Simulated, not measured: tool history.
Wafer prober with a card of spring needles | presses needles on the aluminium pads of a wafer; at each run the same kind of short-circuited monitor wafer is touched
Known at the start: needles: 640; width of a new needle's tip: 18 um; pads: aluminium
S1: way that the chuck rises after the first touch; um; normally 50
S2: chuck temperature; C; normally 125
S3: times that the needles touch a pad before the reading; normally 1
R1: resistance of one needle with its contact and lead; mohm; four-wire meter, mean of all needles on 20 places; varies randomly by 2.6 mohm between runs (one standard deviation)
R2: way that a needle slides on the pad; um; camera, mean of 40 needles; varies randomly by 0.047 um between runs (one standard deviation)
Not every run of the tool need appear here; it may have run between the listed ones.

{"run": 1, "day": 0.0, "S1": 50, "S2": 125, "S3": 1, "R1": 751, "R2": 12.73}
{"day": 0.158, "done": "tips cleaned on abrasive film"}
{"day": 0.788, "done": "tips cleaned on abrasive film"}
{"day": 1.571, "done": "tips cleaned on abrasive film"}
{"day": 2.196, "done": "tips cleaned on abrasive film"}
{"run": 2, "day": 2.467, "S1": 50, "S2": 125, "S3": 1, "R1": 596, "R2": 12.76}
{"day": 2.938, "done": "tips cleaned on abrasive film"}
{"day": 3.562, "done": "tips cleaned on abrasive film"}
{"day": 4.192, "done": "tips cleaned on abrasive film"}
{"day": 4.817, "done": "tips cleaned on abrasive film"}
{"run": 3, "day": 4.933, "S1": 50, "S2": 125, "S3": 2, "R1": 431, "R2": 12.54}
{"day": 5.562, "done": "tips cleaned on abrasive film"}
{"day": 6.188, "done": "tips cleaned on abrasive film"}
{"day": 6.971, "done": "tips cleaned on abrasive film"}
{"run": 4, "day": 7.138, "S1": 50, "S2": 125, "S3": 2, "R1": 466, "R2": 12.44}
{"day": 7.608, "done": "tips cleaned on abrasive film"}
{"day": 8.238, "done": "tips cleaned on abrasive film"}
{"day": 8.862, "done": "tips cleaned on abrasive film"}
{"day": 9.646, "done": "tips cleaned on abrasive film"}
{"day": 10.429, "done": "tips cleaned on abrasive film"}
{"run": 5, "day": 10.812, "S1": 50, "S2": 48, "S3": 2, "R1": 534, "R2": 12.25}
{"day": 11.125, "done": "tips cleaned on abrasive film"}
{"day": 11.908, "done": "tips cleaned on abrasive film"}
{"day": 12.692, "done": "tips cleaned on abrasive film"}
{"day": 13.171, "done": "height of the first contact set anew"}
{"day": 13.329, "done": "tips cleaned on abrasive film"}
{"run": 6, "day": 13.675, "S1": 50, "S2": 48, "S3": 2, "R1": 538, "R2": 12.7}
{"day": 13.992, "done": "tips cleaned on abrasive film"}
{"day": 14.617, "done": "tips cleaned on abrasive film"}
{"day": 15.4, "done": "tips cleaned on abrasive film"}
{"run": 7, "day": 15.833, "S1": 50, "S2": 44, "S3": 1, "R1": 761, "R2": 12.73}
{"day": 16.146, "done": "tips cleaned on abrasive film"}
{"day": 16.775, "done": "tips cleaned on abrasive film"}
{"day": 17.558, "done": "tips cleaned on abrasive film"}
{"day": 18.183, "done": "tips cleaned on abrasive film"}
{"day": 18.967, "done": "tips cleaned on abrasive film"}
{"run": 8, "day": 19.362, "S1": 50, "S2": 44, "S3": 1, "R1": 731, "R2": 12.54}
{"day": 19.679, "done": "tips cleaned on abrasive film"}
{"day": 20.304, "done": "tips cleaned on abrasive film"}
{"day": 21.088, "done": "tips cleaned on abrasive film"}
{"day": 21.871, "done": "tips cleaned on abrasive film"}
{"run": 9, "day": 22.183, "S1": 50, "S2": 125, "S3": 1, "R1": 685, "R2": 12.39}
{"day": 22.654, "done": "tips cleaned on abrasive film"}
{"day": 23.433, "done": "tips cleaned on abrasive film"}
{"day": 24.062, "done": "tips cleaned on abrasive film"}
{"day": 24.846, "done": "tips cleaned on abrasive film"}
{"run": 10, "day": 25.358, "S1": 50, "S2": 125, "S3": 1, "R1": 797, "R2": 12.43}
{"day": 25.517, "done": "tips cleaned on abrasive film"}
{"day": 26.142, "done": "tips cleaned on abrasive film"}
{"day": 26.771, "done": "tips cleaned on abrasive film"}
{"day": 27.554, "done": "tips cleaned on abrasive film"}
{"day": 27.721, "done": "height of the first contact set anew"}
{"run": 11, "day": 27.838, "S1": 50, "S2": 125, "S3": 1, "R1": 616, "R2": 12.79}
{"day": 28.308, "done": "tips cleaned on abrasive film"}
{"day": 28.938, "done": "tips cleaned on abrasive film"}
{"day": 29.717, "done": "tips cleaned on abrasive film"}
{"run": 12, "day": 30.221, "S1": 50, "S2": 125, "S3": 1, "R1": 800, "R2": 12.63}
{"day": 30.379, "done": "tips cleaned on abrasive film"}
{"day": 31.008, "done": "tips cleaned on abrasive film"}
{"day": 31.633, "done": "tips cleaned on abrasive film"}
{"day": 32.262, "done": "tips cleaned on abrasive film"}
{"run": 13, "day": 32.7, "S1": 34, "S2": 125, "S3": 1, "R1": 1275, "R2": 8.53}
{"day": 33.017, "done": "tips cleaned on abrasive film"}
{"day": 33.642, "done": "tips cleaned on abrasive film"}
{"day": 34.271, "done": "tips cleaned on abrasive film"}
{"run": 14, "day": 34.633, "S1": 59, "S2": 125, "S3": 1, "R1": 597, "R2": 14.75}
{"day": 34.946, "done": "tips cleaned on abrasive film"}
{"day": 35.729, "done": "tips cleaned on abrasive film"}
{"day": 36.358, "done": "tips cleaned on abrasive film"}
{"day": 36.983, "done": "tips cleaned on abrasive film"}
{"day": 37.767, "done": "tips cleaned on abrasive film"}
{"run": 15, "day": 38.288, "S1": 50, "S2": 125, "S3": 2, "R1": 628, "R2": 12.41}
{"day": 38.45, "done": "tips cleaned on abrasive film"}
{"day": 39.233, "done": "tips cleaned on abrasive film"}
{"day": 39.858, "done": "tips cleaned on abrasive film"}
{"day": 40.642, "done": "tips cleaned on abrasive film"}
{"day": 41.271, "done": "tips cleaned on abrasive film"}
{"run": 16, "day": 41.396, "S1": 31, "S2": 74, "S3": 1, "R1": 845, "R2": 7.42}
{"day": 42.021, "done": "tips cleaned on abrasive film"}
{"day": 42.192, "done": "height of the first contact set anew"}
{"day": 42.662, "done": "tips cleaned on abrasive film"}
{"day": 43.446, "done": "tips cleaned on abrasive film"}
{"day": 44.108, "done": "tips cleaned on abrasive film"}
{"run": 17, "day": 44.108, "S1": 31, "S2": 74, "S3": 1, "R1": 489, "R2": 7.87}
{"day": 44.892, "done": "tips cleaned on abrasive film"}
{"day": 45.675, "done": "tips cleaned on abrasive film"}
{"day": 46.458, "done": "tips cleaned on abrasive film"}
{"day": 47.083, "done": "tips cleaned on abrasive film"}
{"day": 47.712, "done": "tips cleaned on abrasive film"}
{"run": 18, "day": 47.858, "S1": 31, "S2": 71, "S3": 2, "R1": 785, "R2": 7.68}
{"day": 48.483, "done": "tips cleaned on abrasive film"}
{"day": 49.112, "done": "tips cleaned on abrasive film"}
{"day": 49.738, "done": "tips cleaned on abrasive film"}
{"run": 19, "day": 50.321, "S1": 60, "S2": 119, "S3": 3, "R1": 448, "R2": 15.12}
{"day": 50.483, "done": "tips cleaned on abrasive film"}
{"day": 51.267, "done": "tips cleaned on abrasive film"}
{"day": 52.05, "done": "tips cleaned on abrasive film"}
{"day": 52.829, "done": "tips cleaned on abrasive film"}
{"run": 20, "day": 53.321, "S1": 60, "S2": 119, "S3": 3, "R1": 448, "R2": 15.04}
{"day": 53.479, "done": "tips cleaned on abrasive film"}
{"day": 54.108, "done": "tips cleaned on abrasive film"}
{"day": 54.892, "done": "tips cleaned on abrasive film"}
{"day": 55.517, "done": "tips cleaned on abrasive film"}
{"run": 21, "day": 56.096, "S1": 44, "S2": 119, "S3": 2, "R1": 790, "R2": 10.76}
{"day": 56.254, "done": "tips cleaned on abrasive film"}
{"day": 56.733, "done": "height of the first contact set anew"}
{"day": 57.05, "done": "tips cleaned on abrasive film"}
{"day": 57.833, "done": "tips cleaned on abrasive film"}
{"day": 58.462, "done": "tips cleaned on abrasive film"}
{"day": 59.242, "done": "tips cleaned on abrasive film"}
{"day": 59.871, "done": "tips cleaned on abrasive film"}
{"run": 22, "day": 59.933, "S1": 51, "S2": 125, "S3": 1, "R1": 453, "R2": 12.95}
{"day": 60.562, "done": "tips cleaned on abrasive film"}
{"day": 61.346, "done": "tips cleaned on abrasive film"}
{"day": 62.125, "done": "tips cleaned on abrasive film"}
{"run": 23, "day": 62.567, "S1": 50, "S2": 125, "S3": 1, "R1": 832, "R2": 12.62}
{"day": 62.879, "done": "tips cleaned on abrasive film"}
{"day": 63.508, "done": "tips cleaned on abrasive film"}
{"day": 64.133, "done": "tips cleaned on abrasive film"}
{"day": 64.917, "done": "tips cleaned on abrasive film"}
{"day": 65.546, "done": "tips cleaned on abrasive film"}
{"run": 24, "day": 65.954, "S1": 50, "S2": 125, "S3": 1, "R1": 845, "R2": 12.47}
{"day": 66.271, "done": "tips cleaned on abrasive film"}
{"day": 67.05, "done": "tips cleaned on abrasive film"}
{"day": 67.679, "done": "tips cleaned on abrasive film"}
{"day": 68.462, "done": "tips cleaned on abrasive film"}
{"day": 69.233, "done": "tips cleaned on abrasive film"}
{"run": 25, "day": 69.233, "S1": 63, "S2": 86, "S3": 1, "R1": 342, "R2": 15.7}

Below, some changes in R1 between adjacent runs. For each, the amount present without the hidden state too (settings, incoming material, random variation) and the amount remaining for the hidden state with gauge scatter not shared by both compared results:
The hidden state here: debris on the tips, nm; way that the needles fall short of the set height, um; tips' diameter, um; drift of the gauge itself on contact_mohm, %; drift of the gauge itself on scrub_um, %.
Run 13 -> 14: S1 34 -> 59, tips cleaned on abrasive film, tips cleaned on abrasive film, tips cleaned on abrasive film. R1 -678 mohm: hidden state -647, all else -31.
Run 24 -> 25: S1 50 -> 63, S2 125 -> 86, tips cleaned on abrasive film, tips cleaned on abrasive film, tips cleaned on abrasive film, tips cleaned on abrasive film, tips cleaned on abrasive film. R1 -503 mohm: hidden state -476, all else -27.
